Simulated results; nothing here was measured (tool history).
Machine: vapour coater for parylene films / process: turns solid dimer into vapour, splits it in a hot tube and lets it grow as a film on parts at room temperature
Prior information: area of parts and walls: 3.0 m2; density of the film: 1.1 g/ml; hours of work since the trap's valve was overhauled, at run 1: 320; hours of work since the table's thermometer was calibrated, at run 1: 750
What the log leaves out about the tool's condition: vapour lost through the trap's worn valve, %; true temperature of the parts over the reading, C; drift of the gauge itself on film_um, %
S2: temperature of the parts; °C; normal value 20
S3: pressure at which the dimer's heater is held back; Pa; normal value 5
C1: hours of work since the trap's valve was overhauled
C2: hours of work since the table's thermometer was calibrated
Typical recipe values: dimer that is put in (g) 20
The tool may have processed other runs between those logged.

{"run": 1, "day": 0.0, "dimer that is put in (g)": 20, "S2": 20, "S3": 5, "C1": 320, "C2": 750, "thickness of the film (um)": 3.77}
{"run": 2, "day": 1.742, "dimer that is put in (g)": 20, "S2": 20, "S3": 5, "C1": 338, "C2": 769, "thickness of the film (um)": 3.73}
{"run": 3, "day": 2.767, "dimer that is put in (g)": 20, "S2": 20, "S3": 5, "C1": 349, "C2": 779, "thickness of the film (um)": 3.71}
{"run": 4, "day": 3.892, "dimer that is put in (g)": 20, "S2": 20, "S3": 5, "C1": 361, "C2": 791, "thickness of the film (um)": 3.72}
{"run": 5, "day": 5.325, "dimer that is put in (g)": 20, "S2": 20, "S3": 8.29, "C1": 376, "C2": 806, "thickness of the film (um)": 3.41}
{"run": 6, "day": 6.262, "dimer that is put in (g)": 20, "S2": 20, "S3": 8.29, "C1": 386, "C2": 816, "thickness of the film (um)": 3.4}
{"run": 7, "day": 8.125, "dimer that is put in (g)": 20, "S2": 20, "S3": 8.29, "C1": 406, "C2": 836, "thickness of the film (um)": 3.31}
{"run": 8, "day": 9.308, "dimer that is put in (g)": 20, "S2": 20, "S3": 8.29, "C1": 418, "C2": 849, "thickness of the film (um)": 3.39}
{"run": 9, "day": 11.025, "dimer that is put in (g)": 20, "S2": 20, "S3": 8.29, "C1": 436, "C2": 867, "thickness of the film (um)": 3.38}
{"run": 10, "day": 11.804, "dimer that is put in (g)": 20, "S2": 20, "S3": 5, "C1": 445, "C2": 875, "thickness of the film (um)": 3.65}
{"run": 11, "day": 12.779, "dimer that is put in (g)": 20, "S2": 20, "S3": 2.3, "C1": 455, "C2": 885, "thickness of the film (um)": 4.24}
{"run": 12, "day": 13.833, "dimer that is put in (g)": 20, "S2": 20, "S3": 2.3, "C1": 466, "C2": 897, "thickness of the film (um)": 4.3}
{"run": 13, "day": 15.096, "dimer that is put in (g)": 20, "S2": 20, "S3": 10.17, "C1": 479, "C2": 910, "thickness of the film (um)": 3.27}
{"run": 14, "day": 16.971, "dimer that is put in (g)": 20, "S2": 20, "S3": 10.17, "C1": 499, "C2": 930, "thickness of the film (um)": 3.24}
{"run": 15, "day": 18.0, "dimer that is put in (g)": 20, "S2": 20, "S3": 10.17, "C1": 510, "C2": 941, "thickness of the film (um)": 3.19}
{"run": 16, "day": 19.338, "dimer that is put in (g)": 20, "S2": 27, "S3": 5, "C1": 524, "C2": 955, "thickness of the film (um)": 2.94}
{"run": 17, "day": 20.679, "dimer that is put in (g)": 21, "S2": 15, "S3": 2.57, "C1": 538, "C2": 969, "thickness of the film (um)": 5.06}
{"run": 18, "day": 21.833, "dimer that is put in (g)": 10, "S2": 13, "S3": 2.57, "C1": 551, "C2": 981, "thickness of the film (um)": 2.58}
{"run": 19, "day": 23.075, "dimer that is put in (g)": 19, "S2": 14, "S3": 2.57, "C1": 564, "C2": 994, "thickness of the film (um)": 4.7}
{"run": 20, "day": 24.812, "dimer that is put in (g)": 20, "S2": 15, "S3": 5, "C1": 582, "C2": 1013, "thickness of the film (um)": 4.2}
{"day": 25.512, "done": "trap's valve overhauled"}
{"run": 21, "day": 26.742, "dimer that is put in (g)": 20, "S2": 15, "S3": 4.34, "C1": 13, "C2": 1031, "thickness of the film (um)": 4.74}
{"run": 22, "day": 27.717, "dimer that is put in (g)": 20, "S2": 15, "S3": 4.34, "C1": 23, "C2": 1042, "thickness of the film (um)": 4.73}
{"run": 23, "day": 28.575, "dimer that is put in (g)": 8, "S2": 14, "S3": 7.13, "C1": 32, "C2": 1051, "thickness of the film (um)": 1.8}
{"run": 24, "day": 30.138, "dimer that is put in (g)": 8, "S2": 17, "S3": 8.25, "C1": 49, "C2": 1067, "thickness of the film (um)": 1.57}
{"run": 25, "day": 31.171, "dimer that is put in (g)": 14, "S2": 20, "S3": 5, "C1": 60, "C2": 1078, "thickness of the film (um)": 2.71}
{"run": 26, "day": 31.967, "dimer that is put in (g)": 20, "S2": 13, "S3": 5, "C1": 68, "C2": 1087, "thickness of the film (um)": 4.82}
{"run": 27, "day": 33.233, "dimer that is put in (g)": 18, "S2": 14, "S3": 7.43, "C1": 82, "C2": 1100, "thickness of the film (um)": 3.92}
{"run": 28, "day": 34.154, "dimer that is put in (g)": 14, "S2": 19, "S3": 3.96, "C1": 91, "C2": 1110, "thickness of the film (um)": 2.95}
{"run": 29, "day": 34.942, "dimer that is put in (g)": 29, "S2": 20, "S3": 5.32, "C1": 100, "C2": 1118, "thickness of the film (um)": 5.56}
{"run": 30, "day": 36.229, "dimer that is put in (g)": 21, "S2": 26, "S3": 8.95, "C1": 113, "C2": 1132, "thickness of the film (um)": 2.97}
{"run": 31, "day": 37.35, "dimer that is put in (g)": 20, "S2": 26, "S3": 5, "C1": 125, "C2": 1144, "thickness of the film (um)": 3.13}
{"run": 32, "day": 38.812, "dimer that is put in (g)": 15, "S2": 13, "S3": 3.61, "C1": 141, "C2": 1159, "thickness of the film (um)": 3.83}

Results for each run, recomputed without the tool's hidden state and with each run's random variation untouched:
run=1 thickness_of_the_film_(um)=4.02
run=2 thickness_of_the_film_(um)=3.99
run=3 thickness_of_the_film_(um)=3.98
run=4 thickness_of_the_film_(um)=4
run=5 thickness_of_the_film_(um)=3.67
run=6 thickness_of_the_film_(um)=3.67
run=7 thickness_of_the_film_(um)=3.59
run=8 thickness_of_the_film_(um)=3.68
run=9 thickness_of_the_film_(um)=3.68
run=10 thickness_of_the_film_(um)=3.98
run=11 thickness_of_the_film_(um)=4.63
run=12 thickness_of_the_film_(um)=4.71
run=13 thickness_of_the_film_(um)=3.59
run=14 thickness_of_the_film_(um)=3.57
run=15 thickness_of_the_film_(um)=3.52
run=16 thickness_of_the_film_(um)=3.25
run=17 thickness_of_the_film_(um)=5.6
run=18 thickness_of_the_film_(um)=2.86
run=19 thickness_of_the_film_(um)=5.23
run=20 thickness_of_the_film_(um)=4.68
run=21 thickness_of_the_film_(um)=4.88
run=22 thickness_of_the_film_(um)=4.88
run=23 thickness_of_the_film_(um)=1.86
run=24 thickness_of_the_film_(um)=1.63
run=25 thickness_of_the_film_(um)=2.81
run=26 thickness_of_the_film_(um)=5.01
run=27 thickness_of_the_film_(um)=4.09
run=28 thickness_of_the_film_(um)=3.07
run=29 thickness_of_the_film_(um)=5.81
run=30 thickness_of_the_film_(um)=3.11
run=31 thickness_of_the_film_(um)=3.28
run=32 thickness_of_the_film_(um)=4.02

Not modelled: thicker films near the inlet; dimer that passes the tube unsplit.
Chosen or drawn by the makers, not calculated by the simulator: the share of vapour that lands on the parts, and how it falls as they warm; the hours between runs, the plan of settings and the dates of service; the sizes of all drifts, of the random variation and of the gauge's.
